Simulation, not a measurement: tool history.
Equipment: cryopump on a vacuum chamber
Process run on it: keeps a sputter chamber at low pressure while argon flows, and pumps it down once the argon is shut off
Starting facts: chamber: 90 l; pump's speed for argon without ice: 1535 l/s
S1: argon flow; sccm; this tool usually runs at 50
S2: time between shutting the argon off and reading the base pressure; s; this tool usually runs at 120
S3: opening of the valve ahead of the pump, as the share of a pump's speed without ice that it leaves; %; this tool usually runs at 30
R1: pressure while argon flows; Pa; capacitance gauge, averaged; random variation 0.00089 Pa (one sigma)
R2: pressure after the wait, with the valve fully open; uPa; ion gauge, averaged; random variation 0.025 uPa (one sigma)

run   hour  S1   S2  S3      R1    R2
  1      0  50  120  30  0.1883  1.42
  2   34.5  50  120  30  0.1895   1.5
  3   67.6  50  120  30  0.1913  1.51
  4   83.7  50  120  30   0.189  1.49
  5   99.5  50  120  30  0.1897  1.56
  6  126.8  50  120  30  0.1885  1.52
  7  150.3  50  120  30  0.1895  1.62
  8  176.5  50  172  30   0.189  1.32
  9  194.5  50  172  30  0.1918  1.33
 10  222.6  50  172  30    0.19  1.36
 11  250.6  50  181  30  0.1915  1.36
 12  275.8  50  120  30  0.1923  1.57
 13  295.3  50  120  23  0.2481  1.68
 14  316.6  50  120  23   0.249  1.61
 15  332.9  50  120  23  0.2479  1.63
 16  369.5  50  120  23  0.2481  1.69
 17  395.3  50  120  23  0.2476  1.68
 18  417.4  50  120  23  0.2492  1.68
 19  448.4  50   37  30  0.1934  3.44
 20  464.2  46   91  41  0.1337  1.94
 21  480.9  46   91  41  0.1329  1.99
 22  502.9  46   91  41  0.1348  2.03
 23  530.7  41   68  24  0.1969  2.38
 24  553.6  41   68  24  0.1966  2.34
 25  569.2  93  120  51   0.223   1.8
 26  587.9  34   72  51  0.0816  2.36
 27  613.9  50   24  30   0.196  5.15
 28  644.1  24   24  23   0.121  5.04
 29  674.2  26  113  26  0.1178  1.81
 30  705.8  26  113  21  0.1442  1.95
 31  728.7  49  125  22  0.2601  1.84
 32  762.5  49  125  18  0.3156  1.91
 33    784  50  198  53  0.1196  1.59
 34  812.1  27   99  59  0.0585  2.11

Forecast each of these 3 alternatives for the next run:
  A  837.9  36   32  42   ?   ?
  B  837.9  27  164  48   ?   ?
  C  837.9  28  223  27   ?   ?

run      R1    R2
  A  0.1066  4.14
  B  0.0704  1.78
  C  0.1223  1.54
With no hidden state in the tool, these same runs would have given:
run      R1    R2
  A  0.0952   3.2
  B  0.0618  0.81
  C  0.1134   0.6
